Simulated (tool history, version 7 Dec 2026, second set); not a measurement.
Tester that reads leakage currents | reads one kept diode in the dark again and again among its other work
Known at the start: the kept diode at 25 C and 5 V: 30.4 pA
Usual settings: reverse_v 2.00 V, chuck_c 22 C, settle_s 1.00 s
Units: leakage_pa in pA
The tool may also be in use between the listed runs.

run,day,reverse_v,chuck_c,settle_s,leakage_pa
1,0.000,2.00,22,1.00,18.22
2,4.488,2.00,22,1.00,18.22
3,7.017,2.00,22,1.00,17.98
4,10.896,2.00,22,1.00,18.09
5,13.462,2.00,22,1.00,18.08
6,17.808,2.00,22,1.00,18.15
7,20.354,2.00,36,1.00,55.86
8,24.462,2.00,36,0.85,56.08
9,26.983,2.00,27,1.00,27.31
10,29.021,2.00,27,1.00,27.28
11,33.075,2.00,27,1.00,27.29
12,36.450,2.00,22,2.40,17.87
13,38.812,2.00,22,2.40,17.76
14,42.029,2.00,22,2.40,17.75
15,45.450,2.00,22,1.00,18.15
16,47.883,2.00,22,1.00,18.08
17,50.483,2.00,22,1.49,17.90
18,53.192,2.00,22,1.00,18.07
19,56.050,2.00,22,1.00,18.16
20,59.933,2.00,22,5.43,17.50
21,62.138,2.00,22,5.43,17.59
22,66.546,7.90,20,0.32,32.57
23,69.267,7.90,20,0.32,32.28
24,71.654,6.05,31,0.60,57.00
25,73.862,6.05,31,0.60,56.96
26,76.867,2.00,22,1.99,17.72
27,80.817,3.40,59,1.99,351.93
28,84.158,1.97,29,6.19,31.29
29,88.604,12.13,29,6.19,57.42
30,90.971,12.13,29,6.19,57.90
31,95.529,1.73,47,0.83,121.61
32,98.000,1.84,35,6.94,49.64
33,100.658,7.98,54,0.39,337.16
34,103.842,1.29,25,2.40,19.68
35,107.133,14.12,48,1.90,263.33
36,110.821,14.12,48,1.90,263.67
37,114.500,10.15,48,9.68,234.92
38,118.629,18.80,22,1.00,43.74
39,121.025,2.00,22,2.24,17.76
40,125.771,7.96,30,1.02,56.81

Not shown: 3 entries that the log had between the listed runs. Between which runs, and how does the tool's hidden state differ before and after?
Between runs 11 and 12: tester calibrated (day 33.962)
  current scale over the true one, %: 0.01 -> 0
Between runs 21 and 22: chuck's temperature calibrated (day 64.358)
  stray current of the dirty probe card, pA a volt: 0.024 -> 0.025
Between runs 30 and 31: probe card cleaned and baked (day 92.988)
  stray current of the dirty probe card, pA a volt: 0.025 -> 0.02

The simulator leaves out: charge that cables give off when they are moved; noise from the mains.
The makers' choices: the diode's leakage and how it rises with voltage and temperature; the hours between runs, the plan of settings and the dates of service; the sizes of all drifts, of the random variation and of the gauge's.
